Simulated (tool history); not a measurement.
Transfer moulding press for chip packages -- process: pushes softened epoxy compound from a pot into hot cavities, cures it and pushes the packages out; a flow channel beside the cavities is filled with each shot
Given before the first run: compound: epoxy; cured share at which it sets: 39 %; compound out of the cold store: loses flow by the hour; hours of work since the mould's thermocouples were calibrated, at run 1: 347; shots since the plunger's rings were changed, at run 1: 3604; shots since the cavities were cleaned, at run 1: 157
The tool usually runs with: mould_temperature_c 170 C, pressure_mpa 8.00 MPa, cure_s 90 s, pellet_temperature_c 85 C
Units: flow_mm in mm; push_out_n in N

run,hour,mould_temperature_c,pressure_mpa,cure_s,pellet_temperature_c,hours of work since the mould's thermocouples were calibrated,shots since the plunger's rings were changed,shots since the cavities were cleaned,incoming compound's hours out of the cold store,flow_mm,push_out_n
1,0.0,170,8.00,90,85,347,3604,157,44.1,755,223
2,11.3,175,8.00,90,85,353,3740,293,22.5,810,236
3,22.5,175,8.00,90,85,360,3875,428,19.3,816,256
# hour 28.0: cavities cleaned with cleaning compound and waxed
4,37.9,175,8.00,90,85,367,4044,120,17.0,825,197
5,53.3,175,8.00,90,85,376,4229,305,12.8,844,236
6,61.3,175,8.00,90,85,380,4326,402,10.1,854,247
# hour 66.9: plunger's sealing rings changed
# hour 72.1: cavities cleaned with cleaning compound and waxed
7,79.3,175,8.00,90,85,388,132,87,42.0,762,205
8,90.7,170,8.00,76,85,394,270,225,35.1,796,348
9,106.2,170,8.00,76,85,403,457,412,31.5,810,395
# hour 113.5: cavities cleaned with cleaning compound and waxed
10,121.9,170,8.00,90,85,411,628,101,12.7,880,223
11,134.4,170,8.00,90,85,418,780,253,40.8,780,265
12,148.7,170,8.00,90,85,426,953,426,21.3,849,294
# hour 155.3: cavities cleaned with cleaning compound and waxed
13,156.9,175,8.00,90,85,430,1033,19,45.1,755,172
14,172.8,175,8.00,90,85,438,1226,212,37.7,772,221
15,184.3,169,8.84,74,82,445,1365,351,31.4,856,431
# hour 196.6: cavities cleaned with cleaning compound and waxed
16,198.6,170,8.39,90,85,452,1519,24,9.4,906,222
17,212.6,170,8.39,90,85,460,1689,194,29.7,832,248
18,226.2,172,6.97,95,88,467,1853,358,17.6,795,262
19,235.1,172,6.97,95,88,472,1961,466,32.2,742,267
# hour 237.9: cavities cleaned with cleaning compound and waxed
20,244.5,172,6.97,92,92,477,2056,80,19.7,787,210
21,254.5,169,8.00,90,86,482,2177,201,40.6,779,254
22,268.0,169,7.69,94,86,490,2340,364,31.9,786,281
# hour 279.0: cavities cleaned with cleaning compound and waxed
23,279.0,169,8.34,117,92,495,2455,0,36.0,809,179
24,286.6,170,6.43,90,76,499,2547,92,28.3,728,231
25,300.4,170,8.00,90,85,507,2713,258,47.4,752,257
26,311.0,168,8.47,87,76,513,2841,386,14.4,887,364
# hour 320.5: cavities cleaned with cleaning compound and waxed
27,328.0,170,8.00,90,83,521,3030,91,11.9,871,244
28,342.9,170,8.00,90,83,530,3210,271,12.6,863,274

Below are 3 alternative next runs, each starting from the tool's condition after run 28. Predict each:
A,354.8,170,8.00,90,90,536,3353,414,40.0,?,?
B,354.8,170,9.80,90,79,536,3353,414,14.4,?,?
C,354.8,174,8.00,95,83,536,3353,414,12.5,?,?

run,flow_mm,push_out_n
A,765,306
B,952,322
C,851,262
Without the tool's unlogged condition, the same runs would have read:
run,flow_mm,push_out_n
A,787,212
B,979,226
C,874,176
